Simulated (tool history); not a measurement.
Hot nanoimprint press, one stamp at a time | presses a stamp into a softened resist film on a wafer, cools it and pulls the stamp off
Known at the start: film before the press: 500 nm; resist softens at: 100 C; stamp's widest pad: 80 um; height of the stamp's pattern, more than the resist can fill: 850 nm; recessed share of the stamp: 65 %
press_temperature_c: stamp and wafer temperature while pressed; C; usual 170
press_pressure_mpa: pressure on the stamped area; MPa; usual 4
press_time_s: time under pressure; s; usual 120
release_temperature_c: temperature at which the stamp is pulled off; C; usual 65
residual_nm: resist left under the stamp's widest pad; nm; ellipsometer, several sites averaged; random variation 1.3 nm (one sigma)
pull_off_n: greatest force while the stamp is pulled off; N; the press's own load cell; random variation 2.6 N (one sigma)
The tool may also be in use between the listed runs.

run 1 hour=0 | press_temperature_c=170 press_pressure_mpa=4 press_time_s=120 release_temperature_c=65 | residual_nm=195.6 pull_off_n=139
run 2 hour=19.1 | press_temperature_c=170 press_pressure_mpa=2.69 press_time_s=120 release_temperature_c=65 | residual_nm=233.1 pull_off_n=139
run 3 hour=46.8 | press_temperature_c=177 press_pressure_mpa=4 press_time_s=120 release_temperature_c=65 | residual_nm=134.3 pull_off_n=142
run 4 hour=70.4 | press_temperature_c=177 press_pressure_mpa=4 press_time_s=120 release_temperature_c=65 | residual_nm=131 pull_off_n=139
run 5 hour=83.6 | press_temperature_c=177 press_pressure_mpa=4 press_time_s=120 release_temperature_c=65 | residual_nm=131.7 pull_off_n=139
run 6 hour=113.5 | press_temperature_c=177 press_pressure_mpa=4 press_time_s=120 release_temperature_c=65 | residual_nm=131.3 pull_off_n=150
run 7 hour=132.2 | press_temperature_c=177 press_pressure_mpa=4 press_time_s=120 release_temperature_c=65 | residual_nm=132 pull_off_n=145
run 8 hour=161.7 | press_temperature_c=177 press_pressure_mpa=4 press_time_s=120 release_temperature_c=65 | residual_nm=131.2 pull_off_n=149
run 9 hour=190.1 | press_temperature_c=170 press_pressure_mpa=4 press_time_s=120 release_temperature_c=65 | residual_nm=194.1 pull_off_n=151
run 10 hour=210.5 | press_temperature_c=170 press_pressure_mpa=4 press_time_s=120 release_temperature_c=71 | residual_nm=191.7 pull_off_n=151
run 11 hour=238.4 | press_temperature_c=170 press_pressure_mpa=4 press_time_s=120 release_temperature_c=65 | residual_nm=193.2 pull_off_n=158
run 12 hour=259.4 | press_temperature_c=180 press_pressure_mpa=4 press_time_s=120 release_temperature_c=52 | residual_nm=109.5 pull_off_n=163
run 13 hour=281.7 | press_temperature_c=180 press_pressure_mpa=4 press_time_s=120 release_temperature_c=52 | residual_nm=108.1 pull_off_n=166
run 14 hour=299.5 | press_temperature_c=170 press_pressure_mpa=3.91 press_time_s=109 release_temperature_c=65 | residual_nm=194.9 pull_off_n=162
run 15 hour=327.7 | press_temperature_c=180 press_pressure_mpa=3.91 press_time_s=109 release_temperature_c=63 | residual_nm=114.2 pull_off_n=169
run 16 hour=341.4 | press_temperature_c=180 press_pressure_mpa=2.8 press_time_s=109 release_temperature_c=51 | residual_nm=136.6 pull_off_n=184
run 17 hour=373.1 | press_temperature_c=170 press_pressure_mpa=6.32 press_time_s=120 release_temperature_c=65 | residual_nm=162.5 pull_off_n=172
run 18 hour=397.2 | press_temperature_c=170 press_pressure_mpa=6.32 press_time_s=120 release_temperature_c=65 | residual_nm=161.2 pull_off_n=177
run 19 hour=418.7 | press_temperature_c=170 press_pressure_mpa=3.29 press_time_s=86 release_temperature_c=53 | residual_nm=245.1 pull_off_n=188
run 20 hour=443.9 | press_temperature_c=170 press_pressure_mpa=3.29 press_time_s=86 release_temperature_c=53 | residual_nm=245.6 pull_off_n=182
run 21 hour=474.1 | press_temperature_c=171 press_pressure_mpa=4.74 press_time_s=230 release_temperature_c=51 | residual_nm=130.8 pull_off_n=129
run 22 hour=493.3 | press_temperature_c=171 press_pressure_mpa=4.74 press_time_s=230 release_temperature_c=51 | residual_nm=131.6 pull_off_n=130

Taken out of this log: 3 entries between the listed runs. Where each belongs, and how the hidden state differs across it:
Between runs 9 and 10: plate thermocouple calibrated (hour 195.9)
  true temperature over the reading, C: 0.71 -> 0.87; pressure that arrives at the usual setting, %: 98.56 -> 98.52; grip of the stamp's worn release coat, % over a new coat's: 28.4 -> 29.6
  measured less the result without the state, residual_nm: -6.4 -> -8.1 nm; pull_off_n: +33 -> +34 N
Between runs 16 and 17: plate thermocouple calibrated, once more (hour 366.9)
  true temperature over the reading, C: 1.13 -> 0; pressure that arrives at the usual setting, %: 98.18 -> 98.1; grip of the stamp's worn release coat, % over a new coat's: 39.1 -> 41.2
  measured less the result without the state, residual_nm: -7.5 -> +2.4 nm; pull_off_n: +51 -> +50 N
Between runs 20 and 21: stamp cleaned and given a new release coat (hour 454.1)
  true temperature over the reading, C: 0.14 -> 0.18; pressure that arrives at the usual setting, %: 97.92 -> 97.85; grip of the stamp's worn release coat, % over a new coat's: 46.4 -> 1.3
  measured less the result without the state, residual_nm: +0.1 -> +0.2 nm; pull_off_n: +57 -> +1 N
